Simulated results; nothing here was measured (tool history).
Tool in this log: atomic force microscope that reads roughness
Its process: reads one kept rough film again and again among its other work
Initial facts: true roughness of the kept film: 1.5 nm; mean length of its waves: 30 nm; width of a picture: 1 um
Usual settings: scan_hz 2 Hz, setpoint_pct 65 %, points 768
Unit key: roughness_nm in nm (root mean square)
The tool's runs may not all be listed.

{"run": 1, "hour": 0.0, "scan_hz": 2, "setpoint_pct": 65, "points": 768, "roughness_nm": 1.239}
{"run": 2, "hour": 30.2, "scan_hz": 2, "setpoint_pct": 65, "points": 768, "roughness_nm": 1.303}
{"run": 3, "hour": 96.1, "scan_hz": 2, "setpoint_pct": 65, "points": 768, "roughness_nm": 1.279}
{"run": 4, "hour": 147.4, "scan_hz": 2, "setpoint_pct": 65, "points": 488, "roughness_nm": 1.279}
{"run": 5, "hour": 178.8, "scan_hz": 2, "setpoint_pct": 65, "points": 768, "roughness_nm": 1.263}
{"run": 6, "hour": 215.4, "scan_hz": 2, "setpoint_pct": 65, "points": 768, "roughness_nm": 1.255}
{"run": 7, "hour": 266.0, "scan_hz": 2, "setpoint_pct": 65, "points": 768, "roughness_nm": 1.239}
{"run": 8, "hour": 306.8, "scan_hz": 2, "setpoint_pct": 65, "points": 768, "roughness_nm": 1.225}
{"run": 9, "hour": 350.5, "scan_hz": 2, "setpoint_pct": 65, "points": 768, "roughness_nm": 1.311}
{"run": 10, "hour": 388.7, "scan_hz": 2, "setpoint_pct": 65, "points": 768, "roughness_nm": 1.297}
{"run": 11, "hour": 420.9, "scan_hz": 2, "setpoint_pct": 65, "points": 768, "roughness_nm": 1.274}
{"run": 12, "hour": 468.7, "scan_hz": 2, "setpoint_pct": 65, "points": 768, "roughness_nm": 1.257}
{"run": 13, "hour": 527.9, "scan_hz": 2, "setpoint_pct": 65, "points": 768, "roughness_nm": 1.247}
{"run": 14, "hour": 572.7, "scan_hz": 2, "setpoint_pct": 65, "points": 768, "roughness_nm": 1.231}
{"run": 15, "hour": 604.2, "scan_hz": 2, "setpoint_pct": 58, "points": 768, "roughness_nm": 1.284}
{"run": 16, "hour": 655.9, "scan_hz": 2, "setpoint_pct": 65, "points": 333, "roughness_nm": 1.226}
{"run": 17, "hour": 693.4, "scan_hz": 2, "setpoint_pct": 65, "points": 333, "roughness_nm": 1.317}
{"run": 18, "hour": 751.4, "scan_hz": 2, "setpoint_pct": 65, "points": 333, "roughness_nm": 1.284}
{"run": 19, "hour": 793.3, "scan_hz": 2, "setpoint_pct": 65, "points": 333, "roughness_nm": 1.275}
{"run": 20, "hour": 844.7, "scan_hz": 1.2, "setpoint_pct": 65, "points": 768, "roughness_nm": 1.322}
{"run": 21, "hour": 894.0, "scan_hz": 2.22, "setpoint_pct": 65, "points": 768, "roughness_nm": 1.246}
{"run": 22, "hour": 953.0, "scan_hz": 1.76, "setpoint_pct": 63, "points": 716, "roughness_nm": 1.269}
{"run": 23, "hour": 984.0, "scan_hz": 2, "setpoint_pct": 65, "points": 979, "roughness_nm": 1.231}
{"run": 24, "hour": 1017.7, "scan_hz": 0.93, "setpoint_pct": 65, "points": 768, "roughness_nm": 1.374}
{"run": 25, "hour": 1053.1, "scan_hz": 3.01, "setpoint_pct": 72, "points": 768, "roughness_nm": 1.192}
{"run": 26, "hour": 1109.3, "scan_hz": 1.73, "setpoint_pct": 86, "points": 382, "roughness_nm": 1.128}
{"run": 27, "hour": 1155.7, "scan_hz": 1.59, "setpoint_pct": 62, "points": 971, "roughness_nm": 1.312}
{"run": 28, "hour": 1219.1, "scan_hz": 0.8, "setpoint_pct": 59, "points": 903, "roughness_nm": 1.35}
{"run": 29, "hour": 1285.7, "scan_hz": 2.34, "setpoint_pct": 59, "points": 1013, "roughness_nm": 1.267}
{"run": 30, "hour": 1326.5, "scan_hz": 3.27, "setpoint_pct": 65, "points": 285, "roughness_nm": 1.155}
{"run": 31, "hour": 1358.4, "scan_hz": 1.6, "setpoint_pct": 62, "points": 372, "roughness_nm": 1.346}
{"run": 32, "hour": 1419.5, "scan_hz": 1.6, "setpoint_pct": 62, "points": 976, "roughness_nm": 1.34}
{"run": 33, "hour": 1447.6, "scan_hz": 0.87, "setpoint_pct": 82, "points": 768, "roughness_nm": 1.27}
{"run": 34, "hour": 1511.3, "scan_hz": 0.87, "setpoint_pct": 82, "points": 768, "roughness_nm": 1.254}
{"run": 35, "hour": 1551.9, "scan_hz": 2.12, "setpoint_pct": 61, "points": 270, "roughness_nm": 1.252}
{"run": 36, "hour": 1617.1, "scan_hz": 2.81, "setpoint_pct": 77, "points": 903, "roughness_nm": 1.09}
{"run": 37, "hour": 1673.9, "scan_hz": 0.73, "setpoint_pct": 75, "points": 307, "roughness_nm": 1.357}
{"run": 38, "hour": 1721.3, "scan_hz": 1.05, "setpoint_pct": 79, "points": 341, "roughness_nm": 1.277}
{"run": 39, "hour": 1764.1, "scan_hz": 1.05, "setpoint_pct": 79, "points": 341, "roughness_nm": 1.278}

The log once held 8 entries between its listed runs, left out of this copy. Where does each go, and what is different about the tool's unlogged condition between the listed run before it and the listed run after it?
Logged between run 1 and run 2: new tip fitted (hour 20)
  radius of the tip, nm: 14.7 -> 5.7; height scale over the true one, %: -1.01 -> -1.02
  difference, measured minus the result without the unlogged condition, roughness_nm: -0.089 -> -0.019 nm (root mean square)
Logged between run 8 and run 9: new tip fitted (hour 346.5)
  radius of the tip, nm: 15.9 -> 5.3; height scale over the true one, %: -1.13 -> -1.15
  difference, measured minus the result without the unlogged condition, roughness_nm: -0.1 -> -0.017 nm (root mean square)
Logged between run 11 and run 12: height scale calibrated on a step standard (hour 427.4)
  radius of the tip, nm: 8 -> 9.7; height scale over the true one, %: -1.17 -> -1.91
  difference, measured minus the result without the unlogged condition, roughness_nm: -0.041 -> -0.063 nm (root mean square)
Logged between run 14 and run 15: height scale calibrated on a step standard, once more (hour 594.4)
  radius of the tip, nm: 13.7 -> 15; height scale over the true one, %: -1.95 -> 0.07
  difference, measured minus the result without the unlogged condition, roughness_nm: -0.094 -> -0.081 nm (root mean square)
Logged between run 16 and run 17: new tip fitted (hour 675.4)
  radius of the tip, nm: 17.1 -> 5.8; height scale over the true one, %: 0.05 -> 0.04
  difference, measured minus the result without the unlogged condition, roughness_nm: -0.093 -> -0.007 nm (root mean square)
Logged between run 23 and run 24: new tip fitted (hour 1005)
  radius of the tip, nm: 16.6 -> 5.6; height scale over the true one, %: -0.08 -> -0.09
  difference, measured minus the result without the unlogged condition, roughness_nm: -0.093 -> -0.007 nm (root mean square)
Logged between run 30 and run 31: new tip fitted (hour 1331.3)
  radius of the tip, nm: 17.5 -> 6.2; height scale over the true one, %: -0.21 -> -0.22
  difference, measured minus the result without the unlogged condition, roughness_nm: -0.094 -> -0.013 nm (root mean square)
Logged between run 36 and run 37: new tip fitted (hour 1661.2)
  radius of the tip, nm: 16.1 -> 5.5; height scale over the true one, %: -0.32 -> -0.34
  difference, measured minus the result without the unlogged condition, roughness_nm: -0.079 -> -0.009 nm (root mean square)
